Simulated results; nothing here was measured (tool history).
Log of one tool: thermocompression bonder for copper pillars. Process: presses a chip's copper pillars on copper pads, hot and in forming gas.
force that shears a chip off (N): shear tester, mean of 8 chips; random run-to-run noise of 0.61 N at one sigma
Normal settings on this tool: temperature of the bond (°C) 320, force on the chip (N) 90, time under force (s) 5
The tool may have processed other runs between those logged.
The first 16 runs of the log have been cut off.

run     day  temperature of the bond (°C)  force on the chip (N)  time under force (s)  force that shears a chip off (N)
 17   6.288                           320                     90                     3                              44.8
 18   6.512                           311                     90                     3                              39.6
 19   6.829                           302                    123                     5                              55.9
 20   7.104                           302                    123                     5                              56.2
 21   7.588                           342                    123                     6                              82.4
 22   7.808                           297                     99                    11                              59.4
 23   8.254                           297                     99                    11                              58.7
 24   8.467                           331                     76                    13                              69.7
 25   8.850                           331                     76                    13                              69.4
 26   9.117                           331                    129                     3                              67.3
 27   9.508                           331                    129                     3                              66.3
 28   9.896                           347                    129                     7                              88.9
 29  10.300                           346                     90                     7                              74.3
 30  10.650                           322                     61                     5                              38.8
 31  11.017                           322                     61                     5                              37.9
 32  11.479                           345                     99                     5                              72.3
 33  11.892                           342                    118                     8                              87.2

Below are 3 alternative next runs, each starting from the tool's condition after run 33. Predict each:
  A  12.358                           328                     80                     8                                 ?
  B  12.358                           342                     93                     8                                 ?
  C  12.358                           333                    118                    10                                 ?

run  force that shears a chip off (N)
  A                              61.8
  B                              74.9
  C                              84.3
The same runs, with their run-to-run variation unchanged, on a tool lacking any hidden condition would have given:
run  force that shears a chip off (N)
  A                              61.8
  B                              75.0
  C                              84.4
